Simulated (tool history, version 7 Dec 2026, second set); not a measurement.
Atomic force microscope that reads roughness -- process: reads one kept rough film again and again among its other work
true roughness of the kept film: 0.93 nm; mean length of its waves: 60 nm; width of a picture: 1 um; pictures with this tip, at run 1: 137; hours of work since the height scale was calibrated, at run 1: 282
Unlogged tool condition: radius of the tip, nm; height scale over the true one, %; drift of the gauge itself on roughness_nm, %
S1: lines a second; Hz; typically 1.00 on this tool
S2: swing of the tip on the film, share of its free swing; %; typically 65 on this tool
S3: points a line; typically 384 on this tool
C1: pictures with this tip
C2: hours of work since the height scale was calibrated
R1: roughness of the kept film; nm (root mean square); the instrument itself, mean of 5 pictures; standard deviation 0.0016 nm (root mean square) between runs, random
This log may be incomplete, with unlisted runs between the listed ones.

{"run": 1, "day": 0.0, "S1": 1.0, "S2": 65, "S3": 384, "C1": 137, "C2": 282, "R1": 0.868}
{"run": 2, "day": 0.529, "S1": 1.0, "S2": 65, "S3": 384, "C1": 145, "C2": 287, "R1": 0.867}
{"run": 3, "day": 0.904, "S1": 1.0, "S2": 65, "S3": 384, "C1": 151, "C2": 291, "R1": 0.867}
{"run": 4, "day": 1.308, "S1": 1.0, "S2": 65, "S3": 384, "C1": 158, "C2": 295, "R1": 0.864}
{"run": 5, "day": 1.85, "S1": 1.0, "S2": 65, "S3": 384, "C1": 167, "C2": 300, "R1": 0.865}
{"run": 6, "day": 2.404, "S1": 1.0, "S2": 65, "S3": 384, "C1": 176, "C2": 305, "R1": 0.863}
{"run": 7, "day": 2.988, "S1": 1.0, "S2": 65, "S3": 278, "C1": 185, "C2": 311, "R1": 0.858}
{"run": 8, "day": 3.708, "S1": 1.0, "S2": 65, "S3": 278, "C1": 197, "C2": 318, "R1": 0.858}
{"run": 9, "day": 4.496, "S1": 1.0, "S2": 65, "S3": 278, "C1": 210, "C2": 326, "R1": 0.856}
{"day": 5.154, "done": "new tip fitted"}
{"run": 10, "day": 5.333, "S1": 1.0, "S2": 65, "S3": 278, "C1": 3, "C2": 333, "R1": 0.88}
{"day": 5.442, "done": "height scale calibrated on a step standard"}
{"run": 11, "day": 6.038, "S1": 1.0, "S2": 65, "S3": 278, "C1": 14, "C2": 6, "R1": 0.875}
{"run": 12, "day": 6.675, "S1": 1.0, "S2": 65, "S3": 278, "C1": 25, "C2": 12, "R1": 0.877}
{"run": 13, "day": 7.175, "S1": 1.0, "S2": 65, "S3": 278, "C1": 33, "C2": 17, "R1": 0.877}
{"day": 7.654, "done": "height scale calibrated on a step standard, once more"}
{"run": 14, "day": 8.021, "S1": 1.0, "S2": 65, "S3": 278, "C1": 46, "C2": 4, "R1": 0.871}
{"run": 15, "day": 8.458, "S1": 1.0, "S2": 65, "S3": 278, "C1": 53, "C2": 8, "R1": 0.873}
{"run": 16, "day": 9.229, "S1": 1.0, "S2": 65, "S3": 384, "C1": 66, "C2": 15, "R1": 0.873}
{"run": 17, "day": 9.738, "S1": 1.0, "S2": 65, "S3": 384, "C1": 74, "C2": 20, "R1": 0.872}
{"run": 18, "day": 10.483, "S1": 1.0, "S2": 65, "S3": 384, "C1": 86, "C2": 27, "R1": 0.873}
{"run": 19, "day": 11.075, "S1": 1.0, "S2": 60, "S3": 384, "C1": 96, "C2": 33, "R1": 0.882}
{"run": 20, "day": 11.75, "S1": 0.96, "S2": 77, "S3": 384, "C1": 107, "C2": 39, "R1": 0.839}
{"run": 21, "day": 12.146, "S1": 1.0, "S2": 83, "S3": 719, "C1": 113, "C2": 43, "R1": 0.816}
{"run": 22, "day": 13.008, "S1": 0.73, "S2": 81, "S3": 825, "C1": 127, "C2": 52, "R1": 0.841}
{"run": 23, "day": 13.821, "S1": 1.0, "S2": 60, "S3": 384, "C1": 141, "C2": 59, "R1": 0.877}
{"run": 24, "day": 14.6, "S1": 0.58, "S2": 64, "S3": 840, "C1": 153, "C2": 67, "R1": 0.884}
{"run": 25, "day": 15.3, "S1": 2.54, "S2": 65, "S3": 343, "C1": 165, "C2": 74, "R1": 0.813}
{"run": 26, "day": 16.008, "S1": 2.54, "S2": 65, "S3": 408, "C1": 176, "C2": 80, "R1": 0.811}
{"run": 27, "day": 16.862, "S1": 1.95, "S2": 59, "S3": 1016, "C1": 190, "C2": 89, "R1": 0.85}
{"run": 28, "day": 17.583, "S1": 1.73, "S2": 61, "S3": 705, "C1": 202, "C2": 96, "R1": 0.848}
{"run": 29, "day": 18.121, "S1": 1.73, "S2": 61, "S3": 705, "C1": 211, "C2": 101, "R1": 0.85}
{"day": 18.675, "done": "new tip fitted"}
{"run": 30, "day": 19.008, "S1": 0.66, "S2": 62, "S3": 705, "C1": 5, "C2": 109, "R1": 0.9}
{"run": 31, "day": 19.433, "S1": 0.66, "S2": 62, "S3": 325, "C1": 12, "C2": 113, "R1": 0.895}
{"run": 32, "day": 20.121, "S1": 0.66, "S2": 62, "S3": 325, "C1": 23, "C2": 120, "R1": 0.896}
{"run": 33, "day": 20.896, "S1": 0.64, "S2": 56, "S3": 544, "C1": 36, "C2": 127, "R1": 0.904}
{"run": 34, "day": 21.779, "S1": 0.64, "S2": 56, "S3": 544, "C1": 50, "C2": 136, "R1": 0.901}

Branching from run 34: 3 alternative next runs. What would each branch give?
{"run": "A", "day": 22.642, "S1": 0.64, "S2": 83, "S3": 544, "C1": 64, "C2": 144, "R1": "?"}
{"run": "B", "day": 22.642, "S1": 0.64, "S2": 60, "S3": 717, "C1": 64, "C2": 144, "R1": "?"}
{"run": "C", "day": 22.642, "S1": 2.44, "S2": 56, "S3": 517, "C1": 64, "C2": 144, "R1": "?"}

run=A R1=0.850
run=B R1=0.897
run=C R1=0.862
With the hidden condition removed and each run's random variation left untouched, the same runs would have given:
run=A R1=0.855
run=B R1=0.902
run=C R1=0.867
